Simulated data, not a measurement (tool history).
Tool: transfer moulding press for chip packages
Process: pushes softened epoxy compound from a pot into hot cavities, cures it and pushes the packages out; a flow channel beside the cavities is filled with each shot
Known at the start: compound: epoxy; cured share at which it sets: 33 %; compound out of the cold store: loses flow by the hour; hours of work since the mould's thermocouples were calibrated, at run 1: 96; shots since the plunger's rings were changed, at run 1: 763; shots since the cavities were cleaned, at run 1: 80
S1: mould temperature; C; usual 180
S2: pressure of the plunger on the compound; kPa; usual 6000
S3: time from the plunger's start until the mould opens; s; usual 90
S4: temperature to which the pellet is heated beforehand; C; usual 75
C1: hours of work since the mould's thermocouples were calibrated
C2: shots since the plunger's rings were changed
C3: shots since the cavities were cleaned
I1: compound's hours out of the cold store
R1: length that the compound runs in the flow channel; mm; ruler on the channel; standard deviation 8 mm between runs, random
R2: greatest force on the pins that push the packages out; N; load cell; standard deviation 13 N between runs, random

run	hour	S1	S2	S3	S4	C1	C2	C3	I1	R1	R2
1	0.0	180	6000	90	75	96	763	80	33.7	873	595
2	11.9	180	6000	90	75	103	894	211	32.7	870	593
3	19.9	180	6000	103	75	108	983	300	20.3	920	492
4	26.5	180	6000	90	75	112	1056	373	38.7	862	587
5	35.7	180	6000	90	75	117	1157	474	12.1	927	639
# hour 44.3: cavities cleaned with cleaning compound and waxed
6	47.6	180	6000	90	75	123	1271	36	12.7	931	645
7	55.3	180	6000	70	75	128	1356	121	46.1	841	1032
8	62.0	180	6000	70	75	132	1430	195	44.6	854	1023
9	69.1	180	6000	70	75	136	1509	274	11.3	936	1128
10	83.2	180	6000	90	79	144	1665	430	39.9	870	597
11	89.4	180	6000	90	84	148	1733	498	31.4	881	595
# hour 95.5: cavities cleaned with cleaning compound and waxed
12	103.1	176	6910	115	72	155	1868	84	12.0	1040	518
13	115.6	174	6000	94	73	162	2005	221	17.7	945	911
14	125.1	182	6000	107	75	168	2111	327	14.8	912	462
15	132.9	182	6000	107	75	172	2197	413	31.9	874	460
16	139.9	175	6850	123	69	176	2273	489	8.4	1027	485
# hour 147.4: cavities cleaned with cleaning compound and waxed
17	151.3	180	6000	99	75	182	2383	43	22.4	910	537
18	161.2	180	6000	99	75	188	2492	152	16.9	924	509
19	175.8	180	5710	99	65	197	2653	313	47.0	816	509
20	188.7	180	5710	82	65	204	2795	455	23.3	874	742
# hour 199.1: cavities cleaned with cleaning compound and waxed
21	200.0	180	5710	82	65	210	2904	11	36.2	846	742

What if the next run were any one of these 4? Each begins from the tool's condition after run 21:
A	214.7	180	4890	82	65	218	3065	172	30.6	?	?
B	214.7	179	6000	78	66	218	3065	172	35.3	?	?
C	214.7	180	5710	82	72	218	3065	172	10.8	?	?
D	214.7	172	6800	103	65	218	3065	172	18.8	?	?

run	R1	R2
A	801	747
B	872	921
C	923	762
D	1009	878
Without the tool's unlogged condition, the same runs would have read:
run	R1	R2
A	802	743
B	873	917
C	924	759
D	1011	875

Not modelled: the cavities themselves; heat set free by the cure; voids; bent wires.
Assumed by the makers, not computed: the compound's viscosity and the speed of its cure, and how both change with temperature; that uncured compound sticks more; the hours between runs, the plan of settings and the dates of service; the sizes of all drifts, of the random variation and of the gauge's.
